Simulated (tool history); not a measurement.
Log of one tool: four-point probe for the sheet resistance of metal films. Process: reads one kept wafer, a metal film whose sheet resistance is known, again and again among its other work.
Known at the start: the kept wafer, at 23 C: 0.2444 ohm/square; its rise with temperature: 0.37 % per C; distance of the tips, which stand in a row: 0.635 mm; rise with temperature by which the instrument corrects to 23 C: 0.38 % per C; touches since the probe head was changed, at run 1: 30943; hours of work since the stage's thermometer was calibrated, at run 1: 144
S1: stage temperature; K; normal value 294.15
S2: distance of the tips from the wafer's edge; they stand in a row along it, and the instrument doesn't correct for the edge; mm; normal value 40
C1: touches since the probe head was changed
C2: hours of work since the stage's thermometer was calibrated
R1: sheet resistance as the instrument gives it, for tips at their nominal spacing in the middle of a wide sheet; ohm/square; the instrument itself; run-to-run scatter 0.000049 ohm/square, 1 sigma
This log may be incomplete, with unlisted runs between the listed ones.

run 1 hour=0 | S1=294.15 S2=40 | C1=30943 C2=144 | R1=0.244491
run 2 hour=20.9 | S1=294.15 S2=40 | C1=31723 C2=156 | R1=0.244452
run 3 hour=46 | S1=294.15 S2=13 | C1=32655 C2=170 | R1=0.244758
run 4 hour=62 | S1=294.15 S2=13 | C1=33252 C2=179 | R1=0.244702
run 5 hour=81.6 | S1=294.15 S2=13 | C1=33981 C2=190 | R1=0.244812
run 6 hour=95.9 | S1=294.15 S2=13 | C1=34512 C2=198 | R1=0.24482
run 7 hour=108.2 | S1=294.15 S2=13 | C1=34972 C2=205 | R1=0.244738
run 8 hour=131.7 | S1=295.15 S2=13 | C1=35845 C2=218 | R1=0.244719
run 9 hour=145.6 | S1=294.15 S2=8 | C1=36362 C2=225 | R1=0.245239
run 10 hour=172.5 | S1=294.15 S2=28 | C1=37365 C2=240 | R1=0.244515
run 11 hour=189.4 | S1=294.15 S2=28 | C1=37994 C2=250 | R1=0.244601
run 12 hour=202.8 | S1=294.15 S2=28 | C1=38494 C2=257 | R1=0.244585
run 13 hour=215.2 | S1=298.15 S2=40 | C1=38956 C2=264 | R1=0.244514
run 14 hour=240.8 | S1=298.15 S2=40 | C1=39909 C2=278 | R1=0.244367
run 15 hour=269.2 | S1=298.15 S2=40 | C1=40965 C2=294 | R1=0.24434
run 16 hour=282.9 | S1=298.15 S2=29 | C1=41473 C2=301 | R1=0.244435
run 17 hour=310.7 | S1=298.15 S2=29 | C1=42508 C2=317 | R1=0.244372
run 18 hour=335.9 | S1=298.15 S2=29 | C1=43447 C2=331 | R1=0.244441
run 19 hour=347.4 | S1=298.15 S2=29 | C1=43875 C2=337 | R1=0.244353
run 20 hour=374.6 | S1=294.15 S2=40 | C1=44887 C2=352 | R1=0.244411
run 21 hour=388.4 | S1=294.15 S2=40 | C1=45402 C2=360 | R1=0.244495
run 22 hour=405.3 | S1=294.15 S2=40 | C1=46030 C2=369 | R1=0.244512
run 23 hour=430.7 | S1=300.15 S2=10 | C1=46975 C2=384 | R1=0.244857
run 24 hour=449.4 | S1=300.15 S2=10 | C1=47671 C2=394 | R1=0.244812
run 25 hour=461.2 | S1=294.15 S2=10 | C1=48111 C2=400 | R1=0.24503
run 26 hour=473.3 | S1=296.15 S2=7 | C1=48561 C2=407 | R1=0.245504
run 27 hour=498.3 | S1=308.15 S2=4 | C1=49493 C2=421 | R1=0.247387
run 28 hour=512.7 | S1=295.15 S2=29 | C1=50031 C2=429 | R1=0.244496
run 29 hour=528.5 | S1=294.15 S2=21 | C1=50618 C2=438 | R1=0.244671
run 30 hour=549.4 | S1=308.15 S2=40 | C1=51394 C2=449 | R1=0.24421
run 31 hour=573.1 | S1=307.15 S2=6 | C1=52278 C2=463 | R1=0.24559
run 32 hour=593.1 | S1=295.15 S2=10 | C1=53021 C2=474 | R1=0.244902
run 33 hour=606 | S1=295.15 S2=19 | C1=53501 C2=481 | R1=0.244499
run 34 hour=624.2 | S1=294.15 S2=40 | C1=54179 C2=491 | R1=0.244473
run 35 hour=650.8 | S1=294.15 S2=40 | C1=55168 C2=506 | R1=0.244431
run 36 hour=663.8 | S1=304.15 S2=6 | C1=55652 C2=513 | R1=0.24575
run 37 hour=686.6 | S1=293.15 S2=4 | C1=56501 C2=526 | R1=0.247705
run 38 hour=708.2 | S1=306.15 S2=30 | C1=57305 C2=538 | R1=0.244212
run 39 hour=727.2 | S1=294.15 S2=13 | C1=58015 C2=548 | R1=0.244703
run 40 hour=751.5 | S1=294.15 S2=71 | C1=58918 C2=562 | R1=0.244496
run 41 hour=778.4 | S1=306.15 S2=9 | C1=59921 C2=577 | R1=0.244962
run 42 hour=806.5 | S1=306.15 S2=9 | C1=60965 C2=592 | R1=0.244831
run 43 hour=826.6 | S1=306.15 S2=9 | C1=61714 C2=603 | R1=0.244788
run 44 hour=851.7 | S1=306.15 S2=9 | C1=62647 C2=617 | R1=0.244685

Branching from run 44: 5 alternative next runs. What would each branch give?
run A hour=863.7 | S1=293.15 S2=59 | C1=63096 C2=624 | R1=?
run B hour=863.7 | S1=298.15 S2=40 | C1=63096 C2=624 | R1=?
run C hour=863.7 | S1=293.15 S2=19 | C1=63096 C2=624 | R1=?
run D hour=863.7 | S1=292.15 S2=4 | C1=63096 C2=624 | R1=?
run E hour=863.7 | S1=302.15 S2=20 | C1=63096 C2=624 | R1=?

run=A R1=0.244441
run=B R1=0.24442
run=C R1=0.244645
run=D R1=0.247711
run=E R1=0.244267
Had the tool no hidden state, the same runs would have come out as:
run=A R1=0.244451
run=B R1=0.24443
run=C R1=0.244656
run=D R1=0.247722
run=E R1=0.244278

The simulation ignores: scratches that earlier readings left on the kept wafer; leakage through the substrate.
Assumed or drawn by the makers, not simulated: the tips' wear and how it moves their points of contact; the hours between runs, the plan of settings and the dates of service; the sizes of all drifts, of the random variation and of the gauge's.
